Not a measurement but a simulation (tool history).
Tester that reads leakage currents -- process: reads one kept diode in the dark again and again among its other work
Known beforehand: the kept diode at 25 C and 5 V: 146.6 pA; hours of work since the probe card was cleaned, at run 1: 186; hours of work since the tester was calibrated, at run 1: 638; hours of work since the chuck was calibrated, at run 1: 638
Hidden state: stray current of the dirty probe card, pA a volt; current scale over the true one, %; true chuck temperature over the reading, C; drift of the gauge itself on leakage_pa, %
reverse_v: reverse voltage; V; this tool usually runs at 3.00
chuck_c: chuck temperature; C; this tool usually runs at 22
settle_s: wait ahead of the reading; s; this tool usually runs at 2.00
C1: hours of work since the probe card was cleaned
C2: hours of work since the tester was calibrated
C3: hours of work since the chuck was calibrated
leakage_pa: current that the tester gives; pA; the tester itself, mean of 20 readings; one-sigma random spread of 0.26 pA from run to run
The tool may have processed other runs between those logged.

{"run": 1, "hour": 0.0, "reverse_v": 3.0, "chuck_c": 22, "settle_s": 2.0, "C1": 186, "C2": 638, "C3": 638, "leakage_pa": 79.64}
{"run": 2, "hour": 101.6, "reverse_v": 3.0, "chuck_c": 54, "settle_s": 2.0, "C1": 255, "C2": 708, "C3": 708, "leakage_pa": 1103.13}
{"run": 3, "hour": 193.8, "reverse_v": 3.0, "chuck_c": 54, "settle_s": 2.0, "C1": 318, "C2": 771, "C3": 771, "leakage_pa": 1091.57}
{"run": 4, "hour": 301.2, "reverse_v": 3.0, "chuck_c": 41, "settle_s": 2.0, "C1": 392, "C2": 844, "C3": 844, "leakage_pa": 399.25}
{"run": 5, "hour": 359.4, "reverse_v": 3.0, "chuck_c": 41, "settle_s": 2.0, "C1": 432, "C2": 884, "C3": 884, "leakage_pa": 395.04}
{"hour": 441.3, "done": "chuck's temperature calibrated"}
{"run": 6, "hour": 444.5, "reverse_v": 3.0, "chuck_c": 41, "settle_s": 2.0, "C1": 489, "C2": 941, "C3": 2, "leakage_pa": 371.42}
{"run": 7, "hour": 562.7, "reverse_v": 3.0, "chuck_c": 41, "settle_s": 2.0, "C1": 570, "C2": 1022, "C3": 83, "leakage_pa": 367.05}
{"run": 8, "hour": 670.4, "reverse_v": 3.0, "chuck_c": 41, "settle_s": 2.0, "C1": 643, "C2": 1096, "C3": 157, "leakage_pa": 366.7}
{"run": 9, "hour": 786.6, "reverse_v": 3.0, "chuck_c": 41, "settle_s": 2.0, "C1": 723, "C2": 1175, "C3": 237, "leakage_pa": 364.83}
{"run": 10, "hour": 849.5, "reverse_v": 3.0, "chuck_c": 41, "settle_s": 2.0, "C1": 766, "C2": 1218, "C3": 280, "leakage_pa": 362.88}
{"run": 11, "hour": 955.6, "reverse_v": 3.0, "chuck_c": 41, "settle_s": 2.0, "C1": 839, "C2": 1291, "C3": 352, "leakage_pa": 362.47}
{"run": 12, "hour": 1025.2, "reverse_v": 3.0, "chuck_c": 41, "settle_s": 2.0, "C1": 886, "C2": 1339, "C3": 400, "leakage_pa": 360.36}
{"run": 13, "hour": 1101.9, "reverse_v": 3.0, "chuck_c": 41, "settle_s": 5.01, "C1": 939, "C2": 1391, "C3": 452, "leakage_pa": 356.23}
{"hour": 1153.3, "done": "chuck's temperature calibrated, once more"}
{"run": 14, "hour": 1158.6, "reverse_v": 3.0, "chuck_c": 41, "settle_s": 5.01, "C1": 976, "C2": 1429, "C3": 4, "leakage_pa": 439.36}
{"run": 15, "hour": 1266.3, "reverse_v": 3.0, "chuck_c": 41, "settle_s": 5.01, "C1": 1050, "C2": 1503, "C3": 77, "leakage_pa": 436.18}
{"hour": 1353.9, "done": "probe card cleaned and baked"}
{"run": 16, "hour": 1371.8, "reverse_v": 3.0, "chuck_c": 41, "settle_s": 5.01, "C1": 12, "C2": 1573, "C3": 148, "leakage_pa": 425.18}
{"run": 17, "hour": 1428.2, "reverse_v": 3.0, "chuck_c": 41, "settle_s": 5.01, "C1": 51, "C2": 1611, "C3": 186, "leakage_pa": 424.78}
{"run": 18, "hour": 1548.4, "reverse_v": 3.0, "chuck_c": 41, "settle_s": 5.01, "C1": 133, "C2": 1694, "C3": 269, "leakage_pa": 422.83}
{"run": 19, "hour": 1648.2, "reverse_v": 3.0, "chuck_c": 41, "settle_s": 5.01, "C1": 202, "C2": 1762, "C3": 337, "leakage_pa": 421.58}
{"run": 20, "hour": 1734.2, "reverse_v": 2.97, "chuck_c": 41, "settle_s": 5.01, "C1": 260, "C2": 1821, "C3": 396, "leakage_pa": 413.6}
{"run": 21, "hour": 1830.4, "reverse_v": 2.97, "chuck_c": 41, "settle_s": 5.01, "C1": 326, "C2": 1887, "C3": 462, "leakage_pa": 413.07}
{"run": 22, "hour": 1929.3, "reverse_v": 2.97, "chuck_c": 41, "settle_s": 5.01, "C1": 394, "C2": 1955, "C3": 529, "leakage_pa": 409.71}
{"run": 23, "hour": 2035.3, "reverse_v": 2.97, "chuck_c": 47, "settle_s": 9.46, "C1": 467, "C2": 2027, "C3": 602, "leakage_pa": 655.33}
{"run": 24, "hour": 2101.8, "reverse_v": 3.0, "chuck_c": 38, "settle_s": 8.85, "C1": 512, "C2": 2073, "C3": 648, "leakage_pa": 321.02}

Forecast run 25:
{"run": 25, "hour": 2184.0, "reverse_v": 1.96, "chuck_c": 30, "settle_s": 2.0, "C1": 569, "C2": 2129, "C3": 704, "leakage_pa": "?"}

leakage_pa: 129.05 pA
If the tool had no hidden condition, the same run with the same run-to-run variation would have returned leakage_pa 135.64 pA.
